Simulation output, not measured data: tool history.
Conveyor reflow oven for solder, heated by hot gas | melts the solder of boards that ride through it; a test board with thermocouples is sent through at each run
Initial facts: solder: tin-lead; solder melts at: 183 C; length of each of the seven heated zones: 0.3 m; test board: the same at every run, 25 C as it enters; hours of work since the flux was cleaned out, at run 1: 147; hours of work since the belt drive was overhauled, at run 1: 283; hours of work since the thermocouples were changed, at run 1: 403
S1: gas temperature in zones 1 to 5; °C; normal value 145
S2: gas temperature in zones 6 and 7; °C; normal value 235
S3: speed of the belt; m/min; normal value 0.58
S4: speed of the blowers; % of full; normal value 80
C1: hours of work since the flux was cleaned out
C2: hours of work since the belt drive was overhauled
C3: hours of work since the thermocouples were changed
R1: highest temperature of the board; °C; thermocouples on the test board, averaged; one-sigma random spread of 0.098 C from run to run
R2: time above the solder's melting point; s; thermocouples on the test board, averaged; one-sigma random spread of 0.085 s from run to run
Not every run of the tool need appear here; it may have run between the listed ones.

run	hour	S1	S2	S3	S4	C1	C2	C3	R1	R2
1	0	145	235	0.58	80	147	283	403	214.4	46.01
2	8	145	235	0.58	80	153	290	410	214.25	45.94
3	17.1	145	235	0.638	80	160	297	417	210.7	38.66
4	28.5	145	235	0.638	80	169	305	425	210.48	38.51
5	37.9	145	235	0.638	80	176	313	433	210.54	38.39
6	49.2	154	235	0.58	80	185	321	441	216.12	50.42
7	60.4	154	235	0.58	80	193	330	450	216.19	50.48
# hour 67.9: flux residue cleaned out of gas plates and filters
8	71.2	154	235	0.58	80	3	334	454	218.32	52.01
9	82.3	154	235	0.58	80	11	343	463	218.06	51.99
10	89.4	145	235	0.58	80	17	349	469	216.07	47.41
11	100.3	145	235	0.58	80	25	357	477	216.2	47.48
12	111.8	145	235	0.58	80	34	366	486	215.92	47.28
13	120.5	145	239	0.58	80	41	372	492	219.02	49.28
14	125.4	145	239	0.58	80	44	376	496	218.94	49.23
15	133.3	133	247	0.535	80	50	382	502	226.03	54.36
16	140.5	133	228	0.517	52	56	388	508	205.47	39.15
17	148.8	133	228	0.517	52	62	394	514	205.4	39.21
18	156.6	138	235	0.549	80	68	400	520	215.85	47.91
19	167.6	145	226	0.58	70	77	409	529	206.54	39.69
20	175.6	145	226	0.58	70	83	415	535	206.61	39.63
21	184.9	131	240	0.58	80	90	422	542	216.21	43.2
22	195.8	131	240	0.632	76	99	431	551	211.48	36.06
23	203.6	131	240	0.632	76	105	437	557	211.43	35.79
24	209.1	137	240	0.632	90	109	441	561	215.63	40.7
25	217	137	240	0.632	55	115	447	567	207.25	33.34
26	224.9	145	235	0.58	62	121	453	573	211.37	43.36
27	232.7	145	235	0.535	62	127	459	579	214.26	50.08

Branching from run 27: 4 alternative next runs. What would each branch give?
A	238.4	143	240	0.535	62	131	463	583	?	?
B	238.4	144	235	0.535	72	131	463	583	?	?
C	238.4	145	246	0.535	57	131	463	583	?	?
D	238.4	134	235	0.642	80	131	463	583	?	?

run	R1	R2
A	217.8	51.97
B	216.17	51.42
C	221.99	55.06
D	208.12	33.46
Without the tool's hidden state the same runs would have given:
run	R1	R2
A	217.51	51.28
B	215.85	50.78
C	221.7	54.28
D	208.35	33.48

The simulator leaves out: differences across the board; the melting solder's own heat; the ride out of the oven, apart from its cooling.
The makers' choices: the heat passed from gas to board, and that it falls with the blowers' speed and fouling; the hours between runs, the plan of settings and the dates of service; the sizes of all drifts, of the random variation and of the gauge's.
